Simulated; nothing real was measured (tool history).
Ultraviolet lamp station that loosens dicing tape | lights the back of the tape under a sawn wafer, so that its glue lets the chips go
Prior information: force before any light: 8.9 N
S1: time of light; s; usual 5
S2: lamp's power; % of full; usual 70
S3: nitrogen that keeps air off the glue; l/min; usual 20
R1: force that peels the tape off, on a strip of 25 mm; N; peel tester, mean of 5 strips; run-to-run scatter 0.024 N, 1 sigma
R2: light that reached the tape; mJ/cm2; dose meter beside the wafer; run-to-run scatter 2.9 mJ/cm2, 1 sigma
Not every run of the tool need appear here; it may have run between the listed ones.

run 1 day=0 | S1=5 S2=70 S3=20 | R1=1.676 R2=345
run 2 day=0.204 | S1=5 S2=70 S3=20 | R1=1.628 R2=338
run 3 day=0.508 | S1=5 S2=70 S3=20 | R1=1.611 R2=339
run 4 day=0.767 | S1=3 S2=70 S3=20 | R1=3.116 R2=204
run 5 day=1.054 | S1=3 S2=70 S3=20 | R1=3.193 R2=206
run 6 day=1.258 | S1=3 S2=70 S3=20 | R1=3.199 R2=204
run 7 day=1.6 | S1=5 S2=70 S3=20 | R1=1.72 R2=339
run 8 day=1.871 | S1=5 S2=70 S3=20 | R1=1.652 R2=338
-- day=2.021 window cleaned of glue's vapour
run 9 day=2.179 | S1=5 S2=70 S3=20 | R1=1.912 R2=307
run 10 day=2.475 | S1=8 S2=61 S3=20 | R1=1.13 R2=430
run 11 day=2.742 | S1=8 S2=61 S3=20 | R1=1.186 R2=428
run 12 day=3.121 | S1=5 S2=62 S3=20 | R1=2.296 R2=270
run 13 day=3.392 | S1=3 S2=62 S3=38 | R1=3.113 R2=168
run 14 day=3.692 | S1=4 S2=70 S3=20 | R1=2.642 R2=243
run 15 day=3.888 | S1=4 S2=70 S3=20 | R1=2.687 R2=243
-- day=4.275 window cleaned of glue's vapour, once more
run 16 day=4.358 | S1=7 S2=82 S3=35 | R1=0.306 R2=660
run 17 day=4.675 | S1=8 S2=82 S3=31 | R1=0.268 R2=760

Predict each of these 3 candidate next runs independently; none follows another, all start after run 17:
run A day=5.029 | S1=10 S2=70 S3=20 | R1=? R2=?
run B day=5.029 | S1=2 S2=86 S3=6 | R1=? R2=?
run C day=5.029 | S1=5 S2=70 S3=7 | R1=? R2=?

run=A R1=0.321 R2=800
run=B R1=4.788 R2=200
run=C R1=2.461 R2=407
Without the tool's unlogged condition, the same runs would have read:
run=A R1=0.305 R2=826
run=B R1=4.698 R2=207
run=C R1=2.366 R2=420
